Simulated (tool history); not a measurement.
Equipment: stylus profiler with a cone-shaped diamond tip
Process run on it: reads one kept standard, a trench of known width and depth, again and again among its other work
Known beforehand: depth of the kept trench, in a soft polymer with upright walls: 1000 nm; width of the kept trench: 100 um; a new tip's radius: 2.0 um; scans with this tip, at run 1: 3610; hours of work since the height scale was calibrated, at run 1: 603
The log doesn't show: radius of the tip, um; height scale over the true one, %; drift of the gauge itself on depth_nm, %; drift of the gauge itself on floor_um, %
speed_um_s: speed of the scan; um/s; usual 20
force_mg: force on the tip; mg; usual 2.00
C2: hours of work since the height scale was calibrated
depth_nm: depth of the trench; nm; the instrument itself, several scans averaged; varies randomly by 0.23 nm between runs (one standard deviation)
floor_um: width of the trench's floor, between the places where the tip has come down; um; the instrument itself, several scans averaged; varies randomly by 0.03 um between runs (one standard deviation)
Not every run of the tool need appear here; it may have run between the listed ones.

{"run": 1, "hour": 0.0, "speed_um_s": 20, "force_mg": 2.0, "scans with this tip": 3610, "C2": 603, "depth_nm": 1005.46, "floor_um": 96.05}
{"run": 2, "hour": 50.3, "speed_um_s": 79, "force_mg": 2.0, "scans with this tip": 3829, "C2": 639, "depth_nm": 1005.88, "floor_um": 95.92}
{"run": 3, "hour": 82.2, "speed_um_s": 79, "force_mg": 2.0, "scans with this tip": 3969, "C2": 663, "depth_nm": 1005.35, "floor_um": 95.91}
{"run": 4, "hour": 130.8, "speed_um_s": 79, "force_mg": 2.0, "scans with this tip": 4181, "C2": 698, "depth_nm": 1005.3, "floor_um": 95.78}
{"run": 5, "hour": 180.3, "speed_um_s": 20, "force_mg": 2.0, "scans with this tip": 4396, "C2": 734, "depth_nm": 1005.55, "floor_um": 95.99}
{"run": 6, "hour": 205.1, "speed_um_s": 20, "force_mg": 2.33, "scans with this tip": 4505, "C2": 752, "depth_nm": 1006.2, "floor_um": 95.94}
{"run": 7, "hour": 256.9, "speed_um_s": 20, "force_mg": 2.33, "scans with this tip": 4731, "C2": 790, "depth_nm": 1005.55, "floor_um": 95.97}
{"run": 8, "hour": 296.6, "speed_um_s": 13, "force_mg": 2.0, "scans with this tip": 4904, "C2": 819, "depth_nm": 1004.81, "floor_um": 95.91}
{"run": 9, "hour": 338.6, "speed_um_s": 13, "force_mg": 2.0, "scans with this tip": 5087, "C2": 849, "depth_nm": 1005.31, "floor_um": 95.92}
{"run": 10, "hour": 388.2, "speed_um_s": 13, "force_mg": 2.0, "scans with this tip": 5304, "C2": 886, "depth_nm": 1004.59, "floor_um": 95.91}
{"run": 11, "hour": 436.1, "speed_um_s": 13, "force_mg": 3.51, "scans with this tip": 5513, "C2": 920, "depth_nm": 1008.99, "floor_um": 95.86}
{"run": 12, "hour": 459.2, "speed_um_s": 20, "force_mg": 1.16, "scans with this tip": 5614, "C2": 937, "depth_nm": 1001.76, "floor_um": 95.75}
{"run": 13, "hour": 483.5, "speed_um_s": 11, "force_mg": 2.29, "scans with this tip": 5720, "C2": 955, "depth_nm": 1005.21, "floor_um": 95.83}
{"run": 14, "hour": 505.9, "speed_um_s": 43, "force_mg": 5.48, "scans with this tip": 5818, "C2": 971, "depth_nm": 1012.81, "floor_um": 95.74}
{"run": 15, "hour": 539.6, "speed_um_s": 69, "force_mg": 5.48, "scans with this tip": 5965, "C2": 996, "depth_nm": 1011.97, "floor_um": 95.73}
{"run": 16, "hour": 591.3, "speed_um_s": 69, "force_mg": 5.48, "scans with this tip": 6190, "C2": 1033, "depth_nm": 1012.2, "floor_um": 95.73}
{"run": 17, "hour": 621.3, "speed_um_s": 20, "force_mg": 1.44, "scans with this tip": 6321, "C2": 1055, "depth_nm": 1002.61, "floor_um": 95.7}
{"run": 18, "hour": 661.6, "speed_um_s": 8, "force_mg": 1.29, "scans with this tip": 6497, "C2": 1085, "depth_nm": 1001.72, "floor_um": 95.71}

Branching from run 18: 4 alternative next runs. What would each branch give?
{"run": "A", "hour": 688.7, "speed_um_s": 74, "force_mg": 0.98, "scans with this tip": 6615, "C2": 1104, "depth_nm": "?", "floor_um": "?"}
{"run": "B", "hour": 688.7, "speed_um_s": 8, "force_mg": 1.83, "scans with this tip": 6615, "C2": 1104, "depth_nm": "?", "floor_um": "?"}
{"run": "C", "hour": 688.7, "speed_um_s": 27, "force_mg": 1.93, "scans with this tip": 6615, "C2": 1104, "depth_nm": "?", "floor_um": "?"}
{"run": "D", "hour": 688.7, "speed_um_s": 9, "force_mg": 3.33, "scans with this tip": 6615, "C2": 1104, "depth_nm": "?", "floor_um": "?"}

run=A depth_nm=1000.71 floor_um=95.51
run=B depth_nm=1003.34 floor_um=95.69
run=C depth_nm=1004.15 floor_um=95.74
run=D depth_nm=1007.23 floor_um=95.76
The same runs, with their run-to-run variation unchanged, on a tool lacking any hidden condition would have given:
run=A depth_nm=1005.81 floor_um=96.28
run=B depth_nm=1008.46 floor_um=96.46
run=C depth_nm=1009.27 floor_um=96.51
run=D depth_nm=1012.37 floor_um=96.53

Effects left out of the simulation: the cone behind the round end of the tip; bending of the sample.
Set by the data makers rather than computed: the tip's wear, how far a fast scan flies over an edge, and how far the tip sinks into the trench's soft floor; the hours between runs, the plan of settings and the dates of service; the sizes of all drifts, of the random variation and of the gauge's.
